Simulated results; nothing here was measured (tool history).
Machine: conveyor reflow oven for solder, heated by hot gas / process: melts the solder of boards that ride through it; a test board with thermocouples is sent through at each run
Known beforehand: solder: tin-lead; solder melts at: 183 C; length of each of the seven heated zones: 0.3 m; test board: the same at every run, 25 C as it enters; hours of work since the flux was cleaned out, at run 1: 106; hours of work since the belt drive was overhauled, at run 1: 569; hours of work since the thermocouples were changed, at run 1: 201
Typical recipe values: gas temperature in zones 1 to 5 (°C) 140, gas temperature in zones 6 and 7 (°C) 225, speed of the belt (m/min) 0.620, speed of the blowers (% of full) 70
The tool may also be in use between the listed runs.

run	hour	gas temperature in zones 1 to 5 (°C)	gas temperature in zones 6 and 7 (°C)	speed of the belt (m/min)	speed of the blowers (% of full)	hours of work since the flux was cleaned out	hours of work since the belt drive was overhauled	hours of work since the thermocouples were changed	highest temperature of the board (°C)	time above the solder's melting point (s)
1	0.0	140	225	0.620	70	106	569	201	212.57	42.36
2	39.9	140	215	0.620	70	129	592	224	203.77	35.94
3	86.0	140	225	0.620	70	155	619	250	212.48	42.35
4	119.4	140	225	0.620	70	175	638	269	212.39	42.28
5	141.1	140	225	0.620	70	187	650	282	212.42	42.29
6	172.2	140	225	0.620	70	205	668	300	212.41	42.36
7	213.2	140	225	0.620	70	228	691	323	212.48	42.18
8	249.7	140	225	0.620	70	249	712	344	212.33	42.18
9	281.3	140	225	0.620	70	268	731	362	212.28	42.12
# hour 288.7: flux residue cleaned out of gas plates and filters
10	317.7	140	225	0.620	70	17	749	380	211.87	41.81
11	344.9	140	225	0.620	70	32	764	396	211.81	41.71
12	364.9	140	225	0.620	70	44	776	407	211.77	41.72
13	386.9	140	225	0.620	70	56	788	420	211.68	41.67
14	419.8	140	225	0.710	70	75	807	439	207.62	32.81
15	442.0	140	225	0.739	52	88	820	452	199.69	23.50
16	463.3	127	235	0.620	70	100	832	464	218.19	42.22

What will run 17 give?
17	505.2	139	235	0.654	67	124	856	488	?	?

Run 17 yielded highest temperature of the board (°C) 217.47, time above the solder's melting point (s) 42.23.
If the tool had no hidden condition, the same run with the same run-to-run variation would have returned highest temperature of the board (°C) 218.65, time above the solder's melting point (s) 42.23.
